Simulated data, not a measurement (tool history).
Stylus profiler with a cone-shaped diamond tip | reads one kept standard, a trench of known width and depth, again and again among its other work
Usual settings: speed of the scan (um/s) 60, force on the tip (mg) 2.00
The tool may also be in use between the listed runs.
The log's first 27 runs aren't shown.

run   hour  speed of the scan (um/s)  force on the tip (mg)  depth of the trench (nm)  width of the trench's floor (µm)
 28  374.3                       131                   0.97                    200.81                             17.40
 29  392.0                        18                   2.00                    201.55                             17.90
 30  407.2                       202                   2.04                    201.70                             17.42
 31  420.5                       202                   2.04                    201.50                             17.36
 32  440.7                       202                   2.04                    201.69                             17.33
 33  457.6                       139                   5.22                    203.26                             17.73
 34  473.5                        21                   2.00                    201.71                             17.92
 35  485.9                        61                   2.05                    201.56                             17.78
 36  499.6                        61                   2.05                    201.54                             17.81
 37  513.8                       170                   3.63                    202.45                             17.55
 38  529.8                        71                   1.11                    201.09                             17.69
 39  545.1                        91                   5.41                    203.35                             17.83
 40  555.8                        91                   5.41                    203.42                             17.75
 41  565.6                        19                   0.72                    200.78                             17.84
 42  578.3                       190                   3.61                    202.38                             17.51
 43  587.2                       117                   1.88                    201.45                             17.65
 44  604.5                       117                   1.88                    201.37                             17.59
 45  621.6                        55                   1.07                    201.00                             17.73
 46  638.6                        55                   1.07                    201.11                             17.73
 47  650.8                       162                   1.03                    201.03                             17.23

4 ways to go on from here, each from the tool as it stands after run 47. What would each give?
  A  661.8                       144                   1.03                         ?                                 ?
  B  661.8                        20                   2.33                         ?                                 ?
  C  661.8                        42                   5.09                         ?                                 ?
  D  661.8                        59                   1.29                         ?                                 ?

run  depth of the trench (nm)  width of the trench's floor (µm)
  A                    200.84                             17.30
  B                    201.70                             17.93
  C                    203.02                             17.87
  D                    201.04                             17.73
Without the tool's hidden state the same runs would have given:
run  depth of the trench (nm)  width of the trench's floor (µm)
  A                    201.17                             17.37
  B                    202.03                             18.00
  C                    203.35                             17.94
  D                    201.36                             17.79
